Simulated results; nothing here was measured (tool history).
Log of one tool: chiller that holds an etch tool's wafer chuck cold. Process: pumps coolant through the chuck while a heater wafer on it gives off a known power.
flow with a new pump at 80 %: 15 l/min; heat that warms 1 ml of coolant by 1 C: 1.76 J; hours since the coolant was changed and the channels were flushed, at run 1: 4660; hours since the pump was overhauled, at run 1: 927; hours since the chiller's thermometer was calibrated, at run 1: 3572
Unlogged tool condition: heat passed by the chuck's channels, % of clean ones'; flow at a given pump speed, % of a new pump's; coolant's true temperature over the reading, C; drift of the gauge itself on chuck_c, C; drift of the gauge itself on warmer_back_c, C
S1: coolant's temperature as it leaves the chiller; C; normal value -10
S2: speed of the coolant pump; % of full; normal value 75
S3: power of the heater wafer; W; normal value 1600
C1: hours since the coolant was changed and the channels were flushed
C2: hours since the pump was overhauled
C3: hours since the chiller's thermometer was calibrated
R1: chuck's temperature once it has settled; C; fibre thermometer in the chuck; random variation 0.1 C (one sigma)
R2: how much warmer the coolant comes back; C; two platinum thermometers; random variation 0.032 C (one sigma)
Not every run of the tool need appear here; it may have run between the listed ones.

Run 1, day 0.000: usual settings; C1 4660; C2 927; C3 3572. Result: R1 2.5 C, R2 3.93 C.
Run 2, day 0.696: usual settings but S2 67 % of full; C1 4677; C2 943; C3 3588. Result: R1 3.5 C, R2 4.44 C.
Run 3, day 1.833: usual settings but S2 69 % of full; C1 4704; C2 971; C3 3616. Result: R1 3.1 C, R2 4.30 C.
Run 4, day 2.688: usual settings but S2 69 % of full; C1 4725; C2 991; C3 3636. Result: R1 3.4 C, R2 4.28 C.
Run 5, day 3.925: usual settings but S2 69 % of full, S3 1228 W; C1 4754; C2 1021; C3 3666. Result: R1 0.2 C, R2 3.20 C.
Run 6, day 5.058: usual settings but S2 69 % of full, S3 1228 W; C1 4782; C2 1048; C3 3693. Result: R1 0.5 C, R2 3.23 C.
Run 7, day 6.242: usual settings but S2 69 % of full, S3 1228 W; C1 4810; C2 1076; C3 3721. Result: R1 0.0 C, R2 3.18 C.
Run 8, day 6.992: usual settings but S2 62 % of full; C1 4828; C2 1094; C3 3739. Result: R1 4.2 C, R2 4.71 C.
Run 9, day 8.329: usual settings but S2 87 % of full; C1 4860; C2 1126; C3 3772. Result: R1 1.4 C, R2 3.18 C.
Run 10, day 8.992: usual settings but S2 87 % of full; C1 4876; C2 1142; C3 3787. Result: R1 1.5 C, R2 3.14 C.
Run 11, day 10.329: usual settings but S2 87 % of full; C1 4908; C2 1174; C3 3820. Result: R1 1.4 C, R2 3.17 C.
Run 12, day 11.458: usual settings but S2 87 % of full; C1 4935; C2 1201; C3 3847. Result: R1 1.5 C, R2 3.09 C.
Run 13, day 12.121: usual settings but S3 1802 W; C1 4951; C2 1217; C3 3863. Result: R1 4.3 C, R2 4.19 C.
Run 14, day 12.979: usual settings but S3 1802 W; C1 4972; C2 1238; C3 3883. Result: R1 4.2 C, R2 4.15 C.
Run 15, day 13.900: usual settings but S1 -14 C, S2 99 % of full, S3 2171 W; C1 4994; C2 1260; C3 3905. Result: R1 0.2 C, R2 3.60 C.
Run 16, day 15.354: usual settings but S1 -2 C, S2 99 % of full, S3 1627 W; C1 5029; C2 1295; C3 3940. Result: R1 8.7 C, R2 2.53 C.
Run 17, day 16.429: usual settings but S2 99 % of full, S3 1731 W; C1 5055; C2 1321; C3 3966. Result: R1 1.2 C, R2 2.79 C.
Run 18, day 17.458: usual settings but S2 99 % of full, S3 1731 W; C1 5079; C2 1346; C3 3991. Result: R1 1.2 C, R2 2.73 C.
Run 19, day 18.104: usual settings but S2 99 % of full, S3 1731 W; C1 5095; C2 1361; C3 4006. Result: R1 1.3 C, R2 2.76 C.
Run 20, day 18.917: usual settings but S2 99 % of full, S3 1731 W; C1 5114; C2 1381; C3 4026. Result: R1 1.5 C, R2 2.74 C.
Run 21, day 19.900: usual settings but S2 99 % of full, S3 1731 W; C1 5138; C2 1404; C3 4049. Result: R1 1.3 C, R2 2.74 C.

4 options for the next run, each taken on its own from the tool as it stands now. Forecast them:
Run A, day 20.925: usual settings but S1 -7 C, S2 77 % of full, S3 867 W; C1 5162; C2 1429; C3 4074. Result: R1 ?, R2 ?.
Run B, day 20.925: usual settings but S2 85 % of full, S3 1731 W; C1 5162; C2 1429; C3 4074. Result: R1 ?, R2 ?.
Run C, day 20.925: usual settings but S1 -15 C, S2 69 % of full, S3 1433 W; C1 5162; C2 1429; C3 4074. Result: R1 ?, R2 ?.
Run D, day 20.925: usual settings but S2 99 % of full, S3 1163 W; C1 5162; C2 1429; C3 4074. Result: R1 ?, R2 ?.

run    R1    R2
  A  -0.5  1.74
  B   2.3  3.31
  C  -3.0  3.45
  D  -2.3  1.70
Without the tool's unlogged condition, the same runs would have read:
run    R1    R2
  A  -0.5  2.16
  B   2.3  3.73
  C  -3.0  3.87
  D  -2.3  2.12
